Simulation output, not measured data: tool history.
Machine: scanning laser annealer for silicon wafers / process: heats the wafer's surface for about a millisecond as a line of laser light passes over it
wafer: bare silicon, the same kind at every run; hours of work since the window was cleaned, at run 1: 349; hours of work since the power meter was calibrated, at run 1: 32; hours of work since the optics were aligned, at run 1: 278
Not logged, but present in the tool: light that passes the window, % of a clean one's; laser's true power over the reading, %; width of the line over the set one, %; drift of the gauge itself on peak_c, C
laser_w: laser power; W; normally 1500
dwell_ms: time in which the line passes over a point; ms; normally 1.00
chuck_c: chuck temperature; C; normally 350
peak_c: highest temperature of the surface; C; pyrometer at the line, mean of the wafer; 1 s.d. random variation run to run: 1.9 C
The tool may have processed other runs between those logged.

run	hour	laser_w	dwell_ms	chuck_c	hours of work since the window was cleaned	hours of work since the power meter was calibrated	hours of work since the optics were aligned	peak_c
1	0.0	1500	1.00	350	349	32	278	1104
2	7.7	1500	1.00	350	353	36	281	1103
3	16.9	1500	1.00	350	357	40	286	1104
4	32.7	1500	1.00	350	364	47	293	1101
5	46.0	1500	0.94	350	371	53	299	1079
6	57.3	1500	1.13	350	376	58	304	1145
7	64.4	1500	1.13	350	379	61	307	1146
8	79.2	1500	1.00	350	386	68	314	1099
# hour 92.2: window over the wafer cleaned
9	95.6	1500	0.88	350	2	75	321	1109
10	109.1	1500	0.88	321	8	81	327	1078
11	125.2	1500	1.00	369	15	88	334	1170
12	138.8	1500	1.00	369	21	95	340	1174
13	145.7	1500	1.00	369	25	98	344	1170
# hour 151.5: optics aligned, line set to its width
14	163.2	1495	0.76	345	30	104	5	1039
15	177.2	1320	0.76	326	37	110	12	918
16	185.2	1320	0.76	326	40	114	15	915
17	199.9	1394	0.98	380	47	120	22	1095
18	207.8	1555	0.79	319	51	124	26	1062
19	220.0	1500	0.73	354	56	130	31	1030
20	228.0	1518	1.19	333	60	133	35	1211
21	235.9	1402	1.22	378	64	137	39	1179
# hour 248.3: optics aligned, line set to its width, once more
22	249.5	1500	0.82	319	67	141	1	1054
23	262.1	1500	0.94	319	73	146	6	1106
24	273.5	1500	0.89	319	78	152	12	1079
25	287.9	1500	0.89	319	85	158	18	1082
26	301.8	1564	0.85	330	91	165	24	1115

Alternative continuations, all from the tool just after run 26; predict every row:
A	313.4	1321	1.00	350	97	170	30	?
B	313.4	1518	0.74	313	97	170	30	?
C	313.4	1500	1.03	380	97	170	30	?

run	peak_c
A	1031
B	1017
C	1196
The same runs, with their run-to-run variation unchanged, on a tool lacking any hidden condition would have given:
run	peak_c
A	1048
B	1034
C	1217
